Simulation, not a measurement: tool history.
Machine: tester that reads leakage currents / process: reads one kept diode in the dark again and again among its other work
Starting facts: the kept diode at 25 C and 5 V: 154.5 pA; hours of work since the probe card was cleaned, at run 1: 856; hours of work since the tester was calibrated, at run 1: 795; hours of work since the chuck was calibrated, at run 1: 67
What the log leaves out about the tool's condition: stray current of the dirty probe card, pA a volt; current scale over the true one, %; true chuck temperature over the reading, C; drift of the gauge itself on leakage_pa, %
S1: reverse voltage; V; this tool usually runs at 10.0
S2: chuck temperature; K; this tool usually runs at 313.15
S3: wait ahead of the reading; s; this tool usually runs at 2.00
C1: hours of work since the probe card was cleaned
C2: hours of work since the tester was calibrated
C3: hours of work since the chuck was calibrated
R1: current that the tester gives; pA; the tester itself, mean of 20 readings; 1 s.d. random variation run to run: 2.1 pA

run 1 day=0.000 | S1=10.0 S2=313.15 S3=2.00 | C1=856 C2=795 C3=67 | R1=710.98
run 2 day=1.633 | S1=10.0 S2=313.15 S3=2.00 | C1=888 C2=826 C3=99 | R1=712.90
run 3 day=4.083 | S1=10.0 S2=313.15 S3=2.00 | C1=934 C2=872 C3=145 | R1=726.04
run 4 day=6.588 | S1=10.0 S2=313.15 S3=2.00 | C1=982 C2=920 C3=193 | R1=726.68
run 5 day=10.258 | S1=10.0 S2=313.15 S3=2.00 | C1=1052 C2=990 C3=263 | R1=742.53
run 6 day=11.979 | S1=10.0 S2=313.15 S3=2.00 | C1=1085 C2=1023 C3=296 | R1=740.08
run 7 day=14.892 | S1=1.1 S2=313.15 S3=2.00 | C1=1141 C2=1079 C3=352 | R1=339.55
run 8 day=17.362 | S1=10.0 S2=305.15 S3=2.00 | C1=1188 C2=1126 C3=399 | R1=413.13
run 9 day=19.925 | S1=10.0 S2=297.15 S3=2.00 | C1=1237 C2=1175 C3=448 | R1=222.05
run 10 day=21.912 | S1=10.0 S2=297.15 S3=2.00 | C1=1275 C2=1213 C3=486 | R1=222.94
run 11 day=25.046 | S1=10.0 S2=297.15 S3=0.32 | C1=1334 C2=1273 C3=545 | R1=230.41
run 12 day=28.429 | S1=10.0 S2=297.15 S3=0.32 | C1=1399 C2=1337 C3=610 | R1=234.30
-- day=31.333 chuck's temperature calibrated
run 13 day=32.092 | S1=10.0 S2=297.15 S3=0.32 | C1=1467 C2=1406 C3=15 | R1=206.65
run 14 day=35.521 | S1=10.0 S2=313.15 S3=2.00 | C1=1533 C2=1471 C3=80 | R1=711.86
run 15 day=37.742 | S1=10.0 S2=313.15 S3=0.42 | C1=1575 C2=1513 C3=122 | R1=723.35
run 16 day=41.350 | S1=10.0 S2=313.15 S3=0.42 | C1=1644 C2=1582 C3=191 | R1=732.84
-- day=41.633 probe card cleaned and baked
run 17 day=43.200 | S1=10.0 S2=313.15 S3=0.42 | C1=30 C2=1615 C3=224 | R1=714.12
run 18 day=45.979 | S1=10.0 S2=295.15 S3=2.00 | C1=83 C2=1668 C3=277 | R1=161.59
run 19 day=47.900 | S1=10.0 S2=295.15 S3=2.00 | C1=120 C2=1705 C3=314 | R1=162.54
run 20 day=50.254 | S1=10.0 S2=295.15 S3=2.00 | C1=165 C2=1750 C3=359 | R1=165.31
run 21 day=52.142 | S1=10.0 S2=295.15 S3=2.00 | C1=201 C2=1786 C3=395 | R1=166.67
run 22 day=55.875 | S1=10.0 S2=295.15 S3=2.00 | C1=272 C2=1857 C3=466 | R1=170.07
run 23 day=58.346 | S1=10.0 S2=295.15 S3=2.00 | C1=319 C2=1904 C3=513 | R1=174.73
run 24 day=60.458 | S1=2.4 S2=313.15 S3=2.00 | C1=359 C2=1945 C3=554 | R1=459.60
run 25 day=63.654 | S1=6.8 S2=323.15 S3=0.45 | C1=420 C2=2006 C3=615 | R1=1427.05
run 26 day=65.462 | S1=13.3 S2=316.15 S3=2.00 | C1=455 C2=2040 C3=649 | R1=1091.35
-- day=66.467 chuck's temperature calibrated
run 27 day=68.804 | S1=6.0 S2=302.15 S3=2.00 | C1=517 C2=2102 C3=45 | R1=236.60
run 28 day=71.729 | S1=3.6 S2=313.15 S3=0.59 | C1=573 C2=2158 C3=100 | R1=487.74
run 29 day=75.408 | S1=10.0 S2=304.15 S3=2.00 | C1=643 C2=2229 C3=171 | R1=347.93
run 30 day=77.671 | S1=10.0 S2=304.15 S3=2.00 | C1=686 C2=2272 C3=214 | R1=350.97
run 31 day=79.367 | S1=1.9 S2=313.15 S3=0.35 | C1=719 C2=2304 C3=246 | R1=397.52
run 32 day=83.004 | S1=1.9 S2=313.15 S3=0.35 | C1=788 C2=2374 C3=316 | R1=404.16

Estimate the outcome of run 33 from the log above:
run 33 day=86.062 | S1=1.9 S2=313.15 S3=0.35 | C1=847 C2=2432 C3=374 | R1=?

{"run 33": {"R1": 409.39}}
If the tool had no hidden condition, the same run with the same run-to-run variation would have returned R1 382.42 pA.
